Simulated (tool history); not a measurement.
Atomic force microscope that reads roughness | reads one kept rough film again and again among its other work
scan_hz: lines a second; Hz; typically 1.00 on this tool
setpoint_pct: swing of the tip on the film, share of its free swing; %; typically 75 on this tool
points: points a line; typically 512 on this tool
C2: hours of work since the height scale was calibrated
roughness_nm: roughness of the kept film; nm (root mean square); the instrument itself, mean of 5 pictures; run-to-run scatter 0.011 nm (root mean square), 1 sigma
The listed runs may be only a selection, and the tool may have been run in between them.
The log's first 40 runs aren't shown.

run 41 hour=558.8 | scan_hz=3.63 setpoint_pct=79 points=841 | pictures_with_this_tip=58 C2=478 | roughness_nm=1.837
run 42 hour=576.1 | scan_hz=2.98 setpoint_pct=75 points=512 | pictures_with_this_tip=77 C2=485 | roughness_nm=1.894
run 43 hour=586.0 | scan_hz=3.27 setpoint_pct=79 points=1020 | pictures_with_this_tip=88 C2=489 | roughness_nm=1.751
run 44 hour=597.2 | scan_hz=1.00 setpoint_pct=76 points=804 | pictures_with_this_tip=100 C2=494 | roughness_nm=1.999
run 45 hour=615.4 | scan_hz=1.00 setpoint_pct=76 points=804 | pictures_with_this_tip=120 C2=501 | roughness_nm=1.895
run 46 hour=624.5 | scan_hz=1.91 setpoint_pct=84 points=794 | pictures_with_this_tip=130 C2=505 | roughness_nm=1.646
-- hour=630.9 new tip fitted
run 47 hour=640.8 | scan_hz=2.45 setpoint_pct=75 points=888 | pictures_with_this_tip=10 C2=511 | roughness_nm=2.354
run 48 hour=660.4 | scan_hz=2.45 setpoint_pct=75 points=888 | pictures_with_this_tip=32 C2=519 | roughness_nm=2.191
run 49 hour=678.1 | scan_hz=0.59 setpoint_pct=62 points=450 | pictures_with_this_tip=52 C2=526 | roughness_nm=2.365
run 50 hour=698.2 | scan_hz=0.59 setpoint_pct=62 points=450 | pictures_with_this_tip=74 C2=534 | roughness_nm=2.249
run 51 hour=707.7 | scan_hz=1.30 setpoint_pct=59 points=512 | pictures_with_this_tip=84 C2=538 | roughness_nm=2.153
run 52 hour=717.0 | scan_hz=1.30 setpoint_pct=59 points=512 | pictures_with_this_tip=94 C2=541 | roughness_nm=2.094

Here are 3 independent what-if runs from the current tool condition. What would each one return?
run A hour=731.6 | scan_hz=2.23 setpoint_pct=59 points=512 | pictures_with_this_tip=111 C2=547 | roughness_nm=?
run B hour=731.6 | scan_hz=3.08 setpoint_pct=59 points=414 | pictures_with_this_tip=111 C2=547 | roughness_nm=?
run C hour=731.6 | scan_hz=2.02 setpoint_pct=75 points=746 | pictures_with_this_tip=111 C2=547 | roughness_nm=?

run=A roughness_nm=1.950
run=B roughness_nm=1.916
run=C roughness_nm=1.817
Without the tool's hidden state the same runs would have given:
run=A roughness_nm=2.690
run=B roughness_nm=2.641
run=C roughness_nm=2.509
